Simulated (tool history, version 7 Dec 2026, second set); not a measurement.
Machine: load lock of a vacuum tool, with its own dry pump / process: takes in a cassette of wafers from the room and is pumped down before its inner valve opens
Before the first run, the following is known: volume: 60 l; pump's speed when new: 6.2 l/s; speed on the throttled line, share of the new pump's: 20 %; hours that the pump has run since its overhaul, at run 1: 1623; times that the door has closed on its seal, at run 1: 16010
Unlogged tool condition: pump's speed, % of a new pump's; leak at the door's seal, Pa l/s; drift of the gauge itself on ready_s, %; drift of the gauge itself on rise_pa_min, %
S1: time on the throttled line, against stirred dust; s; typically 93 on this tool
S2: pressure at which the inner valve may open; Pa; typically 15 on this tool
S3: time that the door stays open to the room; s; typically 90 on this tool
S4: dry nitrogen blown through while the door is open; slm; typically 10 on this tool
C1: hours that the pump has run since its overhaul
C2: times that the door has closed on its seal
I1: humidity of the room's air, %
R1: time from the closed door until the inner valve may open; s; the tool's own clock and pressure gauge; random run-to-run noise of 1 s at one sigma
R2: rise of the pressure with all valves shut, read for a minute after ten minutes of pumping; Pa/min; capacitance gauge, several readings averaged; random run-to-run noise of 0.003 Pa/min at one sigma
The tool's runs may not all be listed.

| run | day | S1 | S2 | S3 | S4 | C1 | C2 | I1 | R1 | R2 |
|---|---|---|---|---|---|---|---|---|---|---|
| 1 | 0.000 | 93 | 15 | 90 | 10 | 1623 | 16010 | 44.8 | 159.4 | 0.045 |
| 2 | 4.346 | 93 | 15 | 90 | 10 | 1728 | 16527 | 45.8 | 160.7 | 0.043 |
| 3 | 8.896 | 93 | 15 | 28 | 10 | 1837 | 17067 | 43.4 | 161.1 | 0.028 |
| 4 | 13.175 | 93 | 15 | 90 | 12 | 1940 | 17575 | 45.2 | 161.8 | 0.042 |
| 5 | 19.583 | 93 | 15 | 90 | 12 | 2093 | 18336 | 43.2 | 161.2 | 0.045 |
| 6 | 23.750 | 93 | 15 | 90 | 12 | 2193 | 18831 | 44.1 | 160.4 | 0.043 |
| 7 | 29.629 | 93 | 15 | 90 | 10 | 2335 | 19530 | 41.9 | 162.3 | 0.037 |
| 8 | 33.975 | 93 | 15 | 90 | 10 | 2439 | 20045 | 44.6 | 159.7 | 0.043 |
| 9 | 40.042 | 93 | 15 | 90 | 10 | 2584 | 20766 | 46.5 | 162.1 | 0.047 |
| 10 | 45.742 | 93 | 15 | 90 | 5 | 2721 | 21443 | 46.2 | 160.5 | 0.055 |
| 11 | 50.254 | 93 | 15 | 90 | 5 | 2829 | 21979 | 45.5 | 161.2 | 0.047 |
| 12 | 55.558 | 93 | 15 | 90 | 5 | 2957 | 22609 | 41.6 | 158.6 | 0.045 |
| 13 | 60.925 | 93 | 18 | 90 | 10 | 3086 | 23246 | 43.1 | 155.9 | 0.035 |
|  | 63.375 | door's seal changed, seat wiped |
| 14 | 70.221 | 93 | 15 | 90 | 10 | 3307 | 813 | 47.6 | 159.4 | 0.047 |
| 15 | 79.512 | 93 | 15 | 90 | 10 | 3530 | 1917 | 45.4 | 161.2 | 0.043 |
| 16 | 86.004 | 93 | 15 | 90 | 10 | 3686 | 2687 | 41.9 | 160.7 | 0.042 |
| 17 | 93.367 | 93 | 15 | 90 | 10 | 3863 | 3562 | 43.6 | 159.6 | 0.048 |
| 18 | 101.521 | 93 | 15 | 90 | 10 | 4058 | 4530 | 40.1 | 160.9 | 0.042 |
| 19 | 110.621 | 93 | 15 | 90 | 10 | 4277 | 5611 | 45.6 | 162.6 | 0.039 |
| 20 | 116.658 | 93 | 15 | 90 | 10 | 4422 | 6328 | 44.0 | 160.4 | 0.036 |
| 21 | 122.279 | 93 | 15 | 90 | 10 | 4557 | 6996 | 46.4 | 160.8 | 0.045 |
| 22 | 131.812 | 93 | 15 | 90 | 10 | 4785 | 8128 | 45.1 | 160.2 | 0.046 |
| 23 | 138.512 | 93 | 15 | 55 | 5 | 4946 | 8924 | 45.0 | 161.6 | 0.041 |
| 24 | 143.029 | 93 | 15 | 55 | 5 | 5055 | 9461 | 44.6 | 160.6 | 0.038 |
| 25 | 148.742 | 93 | 10 | 55 | 33 | 5192 | 10139 | 45.0 | 164.6 | 0.025 |
| 26 | 156.275 | 93 | 10 | 55 | 33 | 5372 | 11033 | 44.9 | 164.0 | 0.021 |
| 27 | 160.979 | 93 | 10 | 37 | 33 | 5485 | 11592 | 47.5 | 164.9 | 0.021 |
| 28 | 167.050 | 93 | 10 | 37 | 10 | 5631 | 12314 | 46.4 | 165.9 | 0.036 |
| 29 | 174.812 | 93 | 15 | 90 | 5 | 5817 | 13235 | 47.3 | 161.2 | 0.047 |
| 30 | 179.458 | 93 | 24 | 90 | 5 | 5929 | 13787 | 43.3 | 155.9 | 0.050 |
| 31 | 188.567 | 93 | 15 | 80 | 4 | 6147 | 14869 | 40.7 | 159.5 | 0.036 |
| 32 | 195.112 | 93 | 20 | 95 | 10 | 6305 | 15646 | 47.2 | 158.3 | 0.047 |
| 33 | 200.979 | 93 | 20 | 29 | 10 | 6445 | 16343 | 44.6 | 157.4 | 0.026 |
| 34 | 208.012 | 93 | 20 | 29 | 13 | 6614 | 17179 | 47.8 | 155.1 | 0.033 |
| 35 | 214.146 | 93 | 10 | 29 | 5 | 6761 | 17907 | 46.2 | 163.1 | 0.038 |
| 36 | 219.154 | 64 | 16 | 32 | 4 | 6882 | 18502 | 45.8 | 138.0 | 0.028 |
| 37 | 227.542 | 64 | 16 | 32 | 4 | 7083 | 19498 | 44.2 | 136.6 | 0.036 |

Across each entry between runs, compare the hidden state at the last listed run before it with the hidden state at the first listed run after it:
After run 13, before run 14: door's seal changed, seat wiped (day 63.375)
  leak at the door's seal, Pa l/s: 0.0038 -> 0.002

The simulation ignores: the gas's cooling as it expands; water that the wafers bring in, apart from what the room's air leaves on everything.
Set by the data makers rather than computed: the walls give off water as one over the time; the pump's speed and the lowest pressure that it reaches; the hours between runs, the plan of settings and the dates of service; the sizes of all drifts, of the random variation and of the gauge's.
